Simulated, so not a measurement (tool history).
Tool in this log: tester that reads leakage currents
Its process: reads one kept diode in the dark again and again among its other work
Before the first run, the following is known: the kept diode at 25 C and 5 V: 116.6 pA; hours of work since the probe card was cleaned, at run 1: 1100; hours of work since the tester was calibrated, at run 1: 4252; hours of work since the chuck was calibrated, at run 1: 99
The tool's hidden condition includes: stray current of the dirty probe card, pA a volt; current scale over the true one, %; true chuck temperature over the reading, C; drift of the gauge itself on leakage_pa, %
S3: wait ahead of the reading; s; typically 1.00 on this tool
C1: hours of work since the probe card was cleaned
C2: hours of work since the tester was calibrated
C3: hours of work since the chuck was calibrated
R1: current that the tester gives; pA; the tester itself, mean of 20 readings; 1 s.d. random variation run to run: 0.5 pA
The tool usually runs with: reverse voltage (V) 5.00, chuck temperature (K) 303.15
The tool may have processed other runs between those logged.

{"run": 1, "day": 0.0, "reverse voltage (V)": 5.0, "chuck temperature (K)": 303.15, "S3": 1.0, "C1": 1100, "C2": 4252, "C3": 99, "R1": 172.06}
{"run": 2, "day": 2.538, "reverse voltage (V)": 5.0, "chuck temperature (K)": 305.15, "S3": 1.0, "C1": 1145, "C2": 4297, "C3": 144, "R1": 195.84}
{"run": 3, "day": 5.975, "reverse voltage (V)": 5.0, "chuck temperature (K)": 305.15, "S3": 1.0, "C1": 1207, "C2": 4359, "C3": 206, "R1": 195.38}
{"day": 9.125, "done": "tester calibrated"}
{"run": 4, "day": 10.321, "reverse voltage (V)": 5.0, "chuck temperature (K)": 305.15, "S3": 1.0, "C1": 1283, "C2": 21, "C3": 282, "R1": 191.19}
{"run": 5, "day": 14.329, "reverse voltage (V)": 5.0, "chuck temperature (K)": 303.15, "S3": 1.0, "C1": 1355, "C2": 93, "C3": 354, "R1": 165.99}
{"run": 6, "day": 17.325, "reverse voltage (V)": 5.0, "chuck temperature (K)": 303.15, "S3": 1.0, "C1": 1409, "C2": 147, "C3": 408, "R1": 164.87}
{"run": 7, "day": 20.425, "reverse voltage (V)": 5.0, "chuck temperature (K)": 327.15, "S3": 1.0, "C1": 1464, "C2": 202, "C3": 463, "R1": 745.21}
{"run": 8, "day": 25.983, "reverse voltage (V)": 5.0, "chuck temperature (K)": 327.15, "S3": 1.0, "C1": 1564, "C2": 302, "C3": 563, "R1": 736.65}
{"run": 9, "day": 29.608, "reverse voltage (V)": 5.0, "chuck temperature (K)": 320.15, "S3": 1.0, "C1": 1628, "C2": 367, "C3": 628, "R1": 482.1}
{"day": 31.075, "done": "chuck's temperature calibrated"}
{"run": 10, "day": 35.058, "reverse voltage (V)": 1.15, "chuck temperature (K)": 303.15, "S3": 1.0, "C1": 1725, "C2": 463, "C3": 71, "R1": 77.71}
{"run": 11, "day": 38.312, "reverse voltage (V)": 5.0, "chuck temperature (K)": 303.15, "S3": 1.0, "C1": 1783, "C2": 521, "C3": 130, "R1": 172.68}
{"day": 42.025, "done": "probe card cleaned and baked"}
{"run": 12, "day": 42.025, "reverse voltage (V)": 5.0, "chuck temperature (K)": 303.15, "S3": 1.0, "C1": 0, "C2": 585, "C3": 194, "R1": 174.08}
{"run": 13, "day": 47.379, "reverse voltage (V)": 5.0, "chuck temperature (K)": 303.15, "S3": 1.0, "C1": 96, "C2": 681, "C3": 290, "R1": 171.91}
{"run": 14, "day": 49.867, "reverse voltage (V)": 11.17, "chuck temperature (K)": 324.15, "S3": 1.0, "C1": 140, "C2": 726, "C3": 334, "R1": 984.89}
{"day": 52.388, "done": "probe card cleaned and baked, once more"}
{"run": 15, "day": 53.983, "reverse voltage (V)": 11.17, "chuck temperature (K)": 324.15, "S3": 1.0, "C1": 29, "C2": 797, "C3": 406, "R1": 944.08}
{"run": 16, "day": 57.125, "reverse voltage (V)": 18.99, "chuck temperature (K)": 296.15, "S3": 1.0, "C1": 85, "C2": 853, "C3": 462, "R1": 195.49}
{"run": 17, "day": 62.462, "reverse voltage (V)": 5.0, "chuck temperature (K)": 303.15, "S3": 9.41, "C1": 180, "C2": 949, "C3": 558, "R1": 154.06}
{"run": 18, "day": 65.938, "reverse voltage (V)": 12.24, "chuck temperature (K)": 303.15, "S3": 1.0, "C1": 243, "C2": 1011, "C3": 620, "R1": 248.17}
{"day": 67.746, "done": "chuck's temperature calibrated"}
{"run": 19, "day": 71.558, "reverse voltage (V)": 2.19, "chuck temperature (K)": 321.15, "S3": 0.74, "C1": 342, "C2": 1110, "C3": 68, "R1": 349.08}
{"run": 20, "day": 74.488, "reverse voltage (V)": 9.77, "chuck temperature (K)": 314.15, "S3": 1.46, "C1": 394, "C2": 1163, "C3": 121, "R1": 491.52}
{"run": 21, "day": 78.496, "reverse voltage (V)": 9.77, "chuck temperature (K)": 314.15, "S3": 1.46, "C1": 466, "C2": 1235, "C3": 192, "R1": 491.07}
{"run": 22, "day": 84.346, "reverse voltage (V)": 5.6, "chuck temperature (K)": 323.15, "S3": 2.48, "C1": 571, "C2": 1339, "C3": 297, "R1": 633.15}
{"run": 23, "day": 86.858, "reverse voltage (V)": 14.32, "chuck temperature (K)": 294.15, "S3": 1.0, "C1": 616, "C2": 1384, "C3": 342, "R1": 157.88}
{"run": 24, "day": 92.125, "reverse voltage (V)": 5.0, "chuck temperature (K)": 315.15, "S3": 1.0, "C1": 710, "C2": 1479, "C3": 436, "R1": 358.12}

Results per run with the tool's hidden condition removed, run-to-run variation unchanged:
run=1 R1=166.79
run=2 R1=191.66
run=3 R1=192.33
run=4 R1=192.13
run=5 R1=167.03
run=6 R1=166.64
run=7 R1=780.59
run=8 R1=779.37
run=9 R1=511.83
run=10 R1=77.09
run=11 R1=167.39
run=12 R1=167.93
run=13 R1=167.08
run=14 R1=1001.70
run=15 R1=996.62
run=16 R1=208.17
run=17 R1=166.39
run=18 R1=268.03
run=19 R1=350.73
run=20 R1=494.20
run=21 R1=497.44
run=22 R1=650.70
run=23 R1=155.62
run=24 R1=372.75
